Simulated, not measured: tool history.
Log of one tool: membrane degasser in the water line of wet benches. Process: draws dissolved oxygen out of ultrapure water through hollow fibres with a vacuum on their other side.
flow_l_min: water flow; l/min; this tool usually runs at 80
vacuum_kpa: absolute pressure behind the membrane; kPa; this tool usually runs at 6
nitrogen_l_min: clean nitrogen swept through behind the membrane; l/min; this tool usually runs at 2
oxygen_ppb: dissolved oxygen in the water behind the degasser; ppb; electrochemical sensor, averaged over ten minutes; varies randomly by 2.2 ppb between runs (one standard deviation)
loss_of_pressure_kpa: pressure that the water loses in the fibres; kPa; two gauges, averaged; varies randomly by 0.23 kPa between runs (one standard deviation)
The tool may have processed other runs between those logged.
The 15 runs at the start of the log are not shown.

Run 16, day 40.846: usual settings but nitrogen_l_min 2.18 l/min. Result: oxygen_ppb 214.7 ppb, loss_of_pressure_kpa 57.27 kPa.
Run 17, day 42.479: usual settings but nitrogen_l_min 1.25 l/min. Result: oxygen_ppb 323.9 ppb, loss_of_pressure_kpa 57.65 kPa.
Run 18, day 45.925: usual settings but nitrogen_l_min 1.25 l/min. Result: oxygen_ppb 328.2 ppb, loss_of_pressure_kpa 57.96 kPa.
Run 19, day 47.717: usual settings but nitrogen_l_min 1.25 l/min. Result: oxygen_ppb 326.7 ppb, loss_of_pressure_kpa 57.8 kPa.
Run 20, day 50.433: usual settings but flow_l_min 101 l/min, vacuum_kpa 12.7 kPa, nitrogen_l_min 2.41 l/min. Result: oxygen_ppb 739.6 ppb, loss_of_pressure_kpa 72.78 kPa.
Run 21, day 52.167: usual settings but flow_l_min 56 l/min, vacuum_kpa 14.83 kPa, nitrogen_l_min 2.16 l/min. Result: oxygen_ppb 624.8 ppb, loss_of_pressure_kpa 40.29 kPa.
Run 22, day 54.604: usual settings but vacuum_kpa 10.17 kPa, nitrogen_l_min 2.5 l/min. Result: oxygen_ppb 464.3 ppb, loss_of_pressure_kpa 57.21 kPa.
Run 23, day 56.912: usual settings but flow_l_min 78 l/min, vacuum_kpa 7.39 kPa. Result: oxygen_ppb 337.8 ppb, loss_of_pressure_kpa 56.13 kPa.
At day 57.238: vacuum gauge calibrated.
Run 24, day 59.388: usual settings but flow_l_min 78 l/min, vacuum_kpa 7.39 kPa, nitrogen_l_min 0.98 l/min. Result: oxygen_ppb 531.5 ppb, loss_of_pressure_kpa 55.98 kPa.
Run 25, day 61.696: usual settings but flow_l_min 78 l/min, vacuum_kpa 7.39 kPa, nitrogen_l_min 0.98 l/min. Result: oxygen_ppb 522.3 ppb, loss_of_pressure_kpa 56.29 kPa.
Run 26, day 64.75: usual settings but flow_l_min 103 l/min, nitrogen_l_min 1.34 l/min. Result: oxygen_ppb 356.1 ppb, loss_of_pressure_kpa 74.49 kPa.
Run 27, day 67.921: usual settings but flow_l_min 103 l/min, nitrogen_l_min 1.34 l/min. Result: oxygen_ppb 363 ppb, loss_of_pressure_kpa 74.21 kPa.
Run 28, day 70: usual settings but flow_l_min 103 l/min, nitrogen_l_min 1.34 l/min. Result: oxygen_ppb 353.6 ppb, loss_of_pressure_kpa 74.1 kPa.
Run 29, day 72.354: usual settings but flow_l_min 103 l/min, nitrogen_l_min 1.34 l/min. Result: oxygen_ppb 363.9 ppb, loss_of_pressure_kpa 74.12 kPa.
Run 30, day 73.842: usual settings but flow_l_min 103 l/min, nitrogen_l_min 1.34 l/min. Result: oxygen_ppb 355.4 ppb, loss_of_pressure_kpa 74.27 kPa.
Run 31, day 76.038: usual settings but flow_l_min 105 l/min, vacuum_kpa 14.73 kPa, nitrogen_l_min 5.3 l/min. Result: oxygen_ppb 494.9 ppb, loss_of_pressure_kpa 75.7 kPa.
Run 32, day 78.95: usual settings but flow_l_min 105 l/min, vacuum_kpa 4.37 kPa, nitrogen_l_min 2.02 l/min. Result: oxygen_ppb 122.5 ppb, loss_of_pressure_kpa 76.05 kPa.

Alternative continuations, all from the tool just after run 32; predict every row:
Run A, day 82.262: usual settings but flow_l_min 56 l/min. Result: oxygen_ppb ?, loss_of_pressure_kpa ?.
Run B, day 82.262: usual settings but flow_l_min 105 l/min, vacuum_kpa 4.37 kPa, nitrogen_l_min 5.58 l/min. Result: oxygen_ppb ?, loss_of_pressure_kpa ?.
Run C, day 82.262: usual settings but flow_l_min 105 l/min, vacuum_kpa 5.07 kPa, nitrogen_l_min 2.54 l/min. Result: oxygen_ppb ?, loss_of_pressure_kpa ?.

run  oxygen_ppb  loss_of_pressure_kpa
  A       167.7                 40.52
  B        59.5                 76.01
  C       160.8                  76.1
Take away the tool's hidden state, keep each run's random variation, and the runs would have read:
run  oxygen_ppb  loss_of_pressure_kpa
  A       166.8                 39.71
  B        57.9                  74.5
  C       159.3                 74.58

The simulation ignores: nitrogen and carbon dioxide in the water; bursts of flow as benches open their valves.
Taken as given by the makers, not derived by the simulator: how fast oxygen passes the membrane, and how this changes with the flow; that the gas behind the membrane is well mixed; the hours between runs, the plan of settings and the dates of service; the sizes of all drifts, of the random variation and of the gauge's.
